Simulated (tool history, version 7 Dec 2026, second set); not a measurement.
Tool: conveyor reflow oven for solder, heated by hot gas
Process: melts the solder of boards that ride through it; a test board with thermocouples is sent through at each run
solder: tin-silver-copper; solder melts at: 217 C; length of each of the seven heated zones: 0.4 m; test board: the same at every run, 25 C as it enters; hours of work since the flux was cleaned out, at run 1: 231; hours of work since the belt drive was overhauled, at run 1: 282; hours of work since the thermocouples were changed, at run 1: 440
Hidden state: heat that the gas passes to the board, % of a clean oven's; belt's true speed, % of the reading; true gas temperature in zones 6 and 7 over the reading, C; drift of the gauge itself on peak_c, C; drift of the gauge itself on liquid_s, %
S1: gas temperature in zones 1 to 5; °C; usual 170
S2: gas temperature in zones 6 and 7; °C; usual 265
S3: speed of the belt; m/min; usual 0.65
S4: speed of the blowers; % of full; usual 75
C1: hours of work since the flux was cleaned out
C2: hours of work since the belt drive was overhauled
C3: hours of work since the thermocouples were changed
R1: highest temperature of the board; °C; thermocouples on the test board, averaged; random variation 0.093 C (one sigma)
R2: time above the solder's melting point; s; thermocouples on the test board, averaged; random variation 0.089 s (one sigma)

{"run": 1, "day": 0.0, "S1": 170, "S2": 265, "S3": 0.65, "S4": 75, "C1": 231, "C2": 282, "C3": 440, "R1": 252.51, "R2": 54.94}
{"day": 1.158, "done": "flux residue cleaned out of gas plates and filters"}
{"run": 2, "day": 1.967, "S1": 170, "S2": 265, "S3": 0.65, "S4": 75, "C1": 10, "C2": 303, "C3": 461, "R1": 252.04, "R2": 54.7}
{"run": 3, "day": 4.479, "S1": 170, "S2": 265, "S3": 0.65, "S4": 89, "C1": 39, "C2": 332, "C3": 490, "R1": 254.46, "R2": 56.77}
{"run": 4, "day": 5.762, "S1": 170, "S2": 265, "S3": 0.65, "S4": 89, "C1": 55, "C2": 347, "C3": 506, "R1": 254.25, "R2": 56.65}
{"run": 5, "day": 7.612, "S1": 170, "S2": 267, "S3": 0.65, "S4": 75, "C1": 76, "C2": 369, "C3": 528, "R1": 253.88, "R2": 55.71}
{"run": 6, "day": 9.321, "S1": 170, "S2": 267, "S3": 0.65, "S4": 75, "C1": 97, "C2": 390, "C3": 548, "R1": 253.74, "R2": 55.75}
{"run": 7, "day": 10.625, "S1": 156, "S2": 265, "S3": 0.65, "S4": 75, "C1": 112, "C2": 405, "C3": 563, "R1": 249.96, "R2": 48.68}
{"run": 8, "day": 12.708, "S1": 156, "S2": 265, "S3": 0.65, "S4": 75, "C1": 137, "C2": 430, "C3": 588, "R1": 249.84, "R2": 48.66}
{"run": 9, "day": 14.042, "S1": 156, "S2": 265, "S3": 0.555, "S4": 75, "C1": 153, "C2": 445, "C3": 604, "R1": 254.72, "R2": 62.65}
{"day": 15.175, "done": "flux residue cleaned out of gas plates and filters, once more"}
{"run": 10, "day": 15.704, "S1": 174, "S2": 265, "S3": 0.65, "S4": 75, "C1": 6, "C2": 463, "C3": 621, "R1": 254.2, "R2": 57.68}
{"run": 11, "day": 17.983, "S1": 170, "S2": 265, "S3": 0.65, "S4": 75, "C1": 33, "C2": 490, "C3": 648, "R1": 253.66, "R2": 56}
{"run": 12, "day": 19.146, "S1": 170, "S2": 265, "S3": 0.65, "S4": 75, "C1": 47, "C2": 503, "C3": 662, "R1": 253.72, "R2": 55.86}
{"run": 13, "day": 20.888, "S1": 170, "S2": 265, "S3": 0.65, "S4": 75, "C1": 68, "C2": 524, "C3": 682, "R1": 253.54, "R2": 55.92}
{"run": 14, "day": 22.425, "S1": 170, "S2": 265, "S3": 0.65, "S4": 75, "C1": 86, "C2": 542, "C3": 700, "R1": 253.44, "R2": 55.95}
{"run": 15, "day": 24.038, "S1": 167, "S2": 265, "S3": 0.65, "S4": 75, "C1": 105, "C2": 561, "C3": 720, "R1": 253.06, "R2": 54.71}
{"run": 16, "day": 26.642, "S1": 170, "S2": 265, "S3": 0.75, "S4": 55, "C1": 136, "C2": 592, "C3": 750, "R1": 243.29, "R2": 38.96}
{"day": 28.683, "done": "thermocouples of zones 6 and 7 changed"}
{"run": 17, "day": 28.683, "S1": 170, "S2": 265, "S3": 0.75, "S4": 55, "C1": 159, "C2": 615, "C3": 0, "R1": 242.01, "R2": 37.72}
{"run": 18, "day": 30.346, "S1": 172, "S2": 266, "S3": 0.585, "S4": 55, "C1": 179, "C2": 635, "C3": 20, "R1": 251.73, "R2": 61.38}
{"run": 19, "day": 31.688, "S1": 172, "S2": 266, "S3": 0.585, "S4": 55, "C1": 195, "C2": 651, "C3": 36, "R1": 251.69, "R2": 61.13}
{"run": 20, "day": 33.042, "S1": 171, "S2": 266, "S3": 0.689, "S4": 55, "C1": 211, "C2": 667, "C3": 52, "R1": 246.2, "R2": 46.06}
{"run": 21, "day": 34.783, "S1": 171, "S2": 263, "S3": 0.742, "S4": 55, "C1": 231, "C2": 688, "C3": 72, "R1": 240.68, "R2": 37.55}
{"day": 35.896, "done": "flux residue cleaned out of gas plates and filters"}
{"run": 22, "day": 36.854, "S1": 170, "S2": 265, "S3": 0.65, "S4": 62, "C1": 11, "C2": 710, "C3": 94, "R1": 250.03, "R2": 52.8}
{"run": 23, "day": 38.796, "S1": 170, "S2": 256, "S3": 0.651, "S4": 86, "C1": 34, "C2": 733, "C3": 117, "R1": 246.3, "R2": 51.86}
{"run": 24, "day": 40.617, "S1": 158, "S2": 256, "S3": 0.667, "S4": 86, "C1": 56, "C2": 754, "C3": 139, "R1": 244.08, "R2": 44.94}
{"run": 25, "day": 42.883, "S1": 164, "S2": 256, "S3": 0.667, "S4": 75, "C1": 83, "C2": 781, "C3": 166, "R1": 242.91, "R2": 44.98}
{"run": 26, "day": 45.396, "S1": 170, "S2": 256, "S3": 0.622, "S4": 75, "C1": 112, "C2": 811, "C3": 195, "R1": 245.46, "R2": 53.41}
{"run": 27, "day": 47.862, "S1": 170, "S2": 267, "S3": 0.65, "S4": 81, "C1": 142, "C2": 840, "C3": 225, "R1": 255.43, "R2": 57.38}
{"run": 28, "day": 49.321, "S1": 183, "S2": 265, "S3": 0.713, "S4": 59, "C1": 159, "C2": 857, "C3": 242, "R1": 248.51, "R2": 50.46}
{"run": 29, "day": 51.971, "S1": 183, "S2": 265, "S3": 0.713, "S4": 59, "C1": 190, "C2": 889, "C3": 273, "R1": 248.32, "R2": 50.41}
{"run": 30, "day": 53.396, "S1": 174, "S2": 265, "S3": 0.65, "S4": 58, "C1": 207, "C2": 906, "C3": 290, "R1": 249.25, "R2": 53.43}

4 ways to go on from here, each from the tool as it stands after run 30. What would each give?
{"run": "A", "day": 55.696, "S1": 170, "S2": 270, "S3": 0.681, "S4": 75, "C1": 234, "C2": 933, "C3": 317, "R1": "?", "R2": "?"}
{"run": "B", "day": 55.696, "S1": 183, "S2": 260, "S3": 0.65, "S4": 64, "C1": 234, "C2": 933, "C3": 317, "R1": "?", "R2": "?"}
{"run": "C", "day": 55.696, "S1": 167, "S2": 265, "S3": 0.749, "S4": 64, "C1": 234, "C2": 933, "C3": 317, "R1": "?", "R2": "?"}
{"run": "D", "day": 55.696, "S1": 174, "S2": 263, "S3": 0.672, "S4": 52, "C1": 234, "C2": 933, "C3": 317, "R1": "?", "R2": "?"}

run=A R1=255.44 R2=54.29
run=B R1=247.81 R2=56.16
run=C R1=244.51 R2=39.84
run=D R1=244.81 R2=47.17
Without the tool's hidden state the same runs would have given:
run=A R1=255.56 R2=54.12
run=B R1=247.71 R2=55.88
run=C R1=244.67 R2=39.87
run=D R1=244.73 R2=46.92
